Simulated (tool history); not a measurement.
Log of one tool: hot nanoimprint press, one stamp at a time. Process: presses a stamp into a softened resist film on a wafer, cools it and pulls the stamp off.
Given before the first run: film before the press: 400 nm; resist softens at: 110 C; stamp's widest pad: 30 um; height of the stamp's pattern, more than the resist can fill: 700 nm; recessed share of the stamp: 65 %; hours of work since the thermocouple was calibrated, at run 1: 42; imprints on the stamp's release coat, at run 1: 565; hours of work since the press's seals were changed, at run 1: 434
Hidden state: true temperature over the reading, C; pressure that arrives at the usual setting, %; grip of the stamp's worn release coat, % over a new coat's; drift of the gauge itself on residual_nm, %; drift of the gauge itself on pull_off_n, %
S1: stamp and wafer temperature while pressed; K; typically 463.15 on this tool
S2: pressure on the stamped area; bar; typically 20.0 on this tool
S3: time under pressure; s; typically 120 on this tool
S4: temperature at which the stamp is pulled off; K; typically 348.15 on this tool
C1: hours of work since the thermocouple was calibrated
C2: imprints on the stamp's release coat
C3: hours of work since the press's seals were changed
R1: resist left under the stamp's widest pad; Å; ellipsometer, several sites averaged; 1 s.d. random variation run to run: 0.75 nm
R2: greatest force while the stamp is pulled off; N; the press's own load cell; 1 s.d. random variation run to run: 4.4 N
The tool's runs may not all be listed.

run   hour      S1    S2   S3      S4   C1   C2   C3    R1   R2
  1    0.0  463.15  20.0  120  348.15   42  565  434  2098  256
  2   13.3  467.15  20.0  120  348.15   48  610  441  1874  259
  3   37.4  463.15  20.0  120  348.15   61  691  453  2116  268
  4   52.9  463.15  20.0  120  347.15   69  743  461  2105  278
  5   82.4  463.15  20.0  120  347.15   84  843  476  2112  265
     114.2  -- stamp cleaned and given a new release coat
  6  116.4  463.15  20.0  120  348.15   98    7  491  2101  216
  7  130.5  463.15  20.0  120  348.15  105   55  498  2097  218
  8  145.4  463.15  20.0  120  348.15  113  105  505  2111  221
  9  170.2  463.15  20.0  120  348.15  126  189  518  2111  222
 10  185.6  463.15  20.0  120  348.15  134  241  526  2103  230
 11  201.8  463.15  20.0  168  348.15  142  296  534  1864  227
 12  226.7  463.15  20.0  168  348.15  155  380  547  1857  232
 13  253.9  463.15  20.0  168  348.15  168  472  561  1855  240
 14  280.3  463.15  20.0  168  348.15  182  561  574  1859  253
 15  303.0  463.15  20.0  168  348.15  194  638  586  1853  254
 16  319.2  463.15  20.0  153  347.15  202  692  594  1928  260
 17  337.0  454.15  20.0  120  345.15  211  752  603  2674  267
 18  357.3  455.15  20.0  226  348.15  221  821  614  2160  262
 19  371.8  454.15  20.0  226  342.15  229  870  621  2215  288
     395.5  -- stamp cleaned and given a new release coat
 20  400.4  454.15  20.0  226  342.15  240   16  633  2220  230
 21  417.5  454.15  28.1  226  342.15  249   74  642  1919  231
 22  445.0  454.15  28.1  226  342.15  263  167  656  1921  241
 23  467.5  474.15  30.5   65  347.15  275  243  667  1579  230
 24  491.8  455.15  20.0  120  348.15  287  325  680  2608  232
     517.6  -- press's hydraulic seals changed and the load cell set to zero
 25  527.9  453.15  27.5   82  334.15  302  420    5  2709  283
 26  557.6  463.15  20.0   80  349.15  317  520   20  2354  234
 27  582.1  463.15  20.0   80  349.15  329  603   33  2341  237
 28  604.1  463.15  20.0   80  349.15  341  677   44  2365  247
 29  633.1  463.15  20.0   80  349.15  355  775   59  2353  256
 30  648.1  456.15  20.0   66  348.15  363  825   67  2917  258

Alternative continuations, all from the tool just after run 30; predict every row:
  A  671.4  463.15  28.1  171  356.15  375  904  79   ?   ?
  B  671.4  464.15  20.0  120  348.15  375  904  79   ?   ?
  C  671.4  455.15  20.0   66  340.15  375  904  79   ?   ?
  D  671.4  473.15  20.0   66  348.15  375  904  79   ?   ?

run    R1   R2
  A  1544  233
  B  2010  257
  C  2992  302
  D  1928  267
The same runs, with their run-to-run variation unchanged, on a tool lacking any hidden condition would have given:
run    R1   R2
  A  1567  186
  B  2038  206
  C  3021  241
  D  1951  213

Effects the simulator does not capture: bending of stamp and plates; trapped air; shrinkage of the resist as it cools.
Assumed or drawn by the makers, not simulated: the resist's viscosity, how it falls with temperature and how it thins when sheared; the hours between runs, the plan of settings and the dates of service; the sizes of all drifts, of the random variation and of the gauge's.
